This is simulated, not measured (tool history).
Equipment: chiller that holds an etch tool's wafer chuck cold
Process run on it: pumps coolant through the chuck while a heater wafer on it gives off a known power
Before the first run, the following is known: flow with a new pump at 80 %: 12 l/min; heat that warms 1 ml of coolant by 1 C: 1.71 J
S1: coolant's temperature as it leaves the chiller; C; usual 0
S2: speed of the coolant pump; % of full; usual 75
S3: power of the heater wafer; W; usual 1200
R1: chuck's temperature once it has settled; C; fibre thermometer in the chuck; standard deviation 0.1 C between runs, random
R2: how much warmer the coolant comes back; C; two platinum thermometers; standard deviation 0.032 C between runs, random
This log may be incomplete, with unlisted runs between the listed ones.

Run 1, hour 0.0: usual settings. Result: R1 9.2 C, R2 3.77 C.
Run 2, hour 21.2: usual settings. Result: R1 9.3 C, R2 3.75 C.
Run 3, hour 46.2: usual settings. Result: R1 9.3 C, R2 3.76 C.
Run 4, hour 72.4: usual settings but S3 844 W. Result: R1 6.4 C, R2 2.69 C.
Run 5, hour 104.5: usual settings. Result: R1 9.4 C, R2 3.86 C.
Run 6, hour 120.5: usual settings but S1 -3 C. Result: R1 6.4 C, R2 3.88 C.
Run 7, hour 157.0: usual settings but S3 1462 W. Result: R1 11.2 C, R2 4.65 C.
Run 8, hour 187.1: usual settings but S3 1462 W. Result: R1 11.3 C, R2 4.71 C.
Run 9, hour 209.7: usual settings but S2 89 % of full. Result: R1 7.9 C, R2 3.31 C.
Run 10, hour 228.2: usual settings but S2 89 % of full. Result: R1 7.9 C, R2 3.30 C.
Run 11, hour 256.4: usual settings but S2 89 % of full. Result: R1 8.2 C, R2 3.38 C.
Run 12, hour 285.5: usual settings but S2 89 % of full. Result: R1 8.1 C, R2 3.33 C.
Run 13, hour 306.9: usual settings. Result: R1 9.4 C, R2 4.01 C.
Run 14, hour 333.5: usual settings but S2 74 % of full. Result: R1 9.4 C, R2 4.08 C.
Run 15, hour 357.2: usual settings but S1 2 C, S2 74 % of full. Result: R1 11.5 C, R2 4.06 C.
Run 16, hour 372.6: usual settings but S2 76 % of full. Result: R1 9.1 C, R2 3.97 C.
Run 17, hour 406.2: usual settings but S2 98 % of full. Result: R1 7.2 C, R2 3.14 C.
Run 18, hour 430.4: usual settings but S1 5 C, S2 98 % of full. Result: R1 12.4 C, R2 3.27 C.
Run 19, hour 456.4: usual settings but S1 5 C, S2 98 % of full. Result: R1 12.5 C, R2 3.21 C.
Run 20, hour 491.8: usual settings but S1 5 C, S2 98 % of full. Result: R1 12.2 C, R2 3.24 C.
At hour 512.8: gauge calibrated.
Run 21, hour 516.7: usual settings but S1 -7 C, S2 98 % of full, S3 1594 W. Result: R1 2.8 C, R2 3.73 C.
Run 22, hour 548.7: usual settings but S1 -7 C, S2 98 % of full, S3 1594 W. Result: R1 2.8 C, R2 3.77 C.
Run 23, hour 584.8: usual settings but S1 -7 C. Result: R1 2.3 C, R2 3.85 C.
Run 24, hour 602.8: usual settings but S1 -1 C, S2 61 % of full. Result: R1 10.2 C, R2 4.74 C.
Run 25, hour 627.6: usual settings but S1 -9 C, S2 76 % of full, S3 922 W. Result: R1 -1.9 C, R2 2.98 C.
Run 26, hour 658.0: usual settings but S1 3 C, S2 85 % of full, S3 1530 W. Result: R1 13.6 C, R2 4.32 C.
Run 27, hour 682.6: usual settings but S1 8 C, S2 65 % of full, S3 1530 W. Result: R1 21.8 C, R2 5.74 C.
Run 28, hour 713.1: usual settings but S1 2 C, S2 73 % of full, S3 718 W. Result: R1 7.9 C, R2 2.52 C.
Run 29, hour 738.8: usual settings but S1 2 C, S2 73 % of full, S3 718 W. Result: R1 7.8 C, R2 2.46 C.
Run 30, hour 769.5: usual settings but S1 7 C, S2 95 % of full, S3 800 W. Result: R1 12.0 C, R2 2.18 C.
Run 31, hour 795.8: usual settings but S1 -8 C, S3 1384 W. Result: R1 2.7 C, R2 4.52 C.
Run 32, hour 823.2: usual settings but S1 -8 C, S3 1384 W. Result: R1 2.7 C, R2 4.53 C.
Run 33, hour 859.0: usual settings but S1 -8 C, S3 1384 W. Result: R1 2.8 C, R2 4.65 C.

Pick out some run-to-run changes in R2. Of each, how much would a tool without hidden state show as well, from the settings, what came in and chance, and how much is left for the hidden state and any gauge scatter not in both results compared?
Hidden conditions of the tool in this case: heat passed by the chuck's channels, % of clean ones'; flow at a given pump speed, % of a new pump's; coolant's true temperature over the reading, C; drift of the gauge itself on chuck_c, C; drift of the gauge itself on warmer_back_c, C.
Run 3 -> 4: S3 1200 -> 844. R2 -1.07 C: hidden state +0.03, all else -1.10.
Run 4 -> 5: S3 844 -> 1200. R2 +1.17 C: hidden state +0.03, all else +1.14.
Run 20 -> 21: S1 5 -> -7, S3 1200 -> 1594, gauge calibrated. R2 +0.49 C: hidden state -0.40, all else +0.89.
Run 24 -> 25: S1 -1 -> -9, S2 61 -> 76, S3 1200 -> 922. R2 -1.76 C: hidden state +0.02, all else -1.78.
Run 27 -> 28: S1 8 -> 2, S2 65 -> 73, S3 1530 -> 718. R2 -3.22 C: hidden state +0.03, all else -3.25.
Run 30 -> 31: S1 7 -> -8, S2 95 -> 75, S3 800 -> 1384. R2 +2.34 C: hidden state +0.02, all else +2.32.

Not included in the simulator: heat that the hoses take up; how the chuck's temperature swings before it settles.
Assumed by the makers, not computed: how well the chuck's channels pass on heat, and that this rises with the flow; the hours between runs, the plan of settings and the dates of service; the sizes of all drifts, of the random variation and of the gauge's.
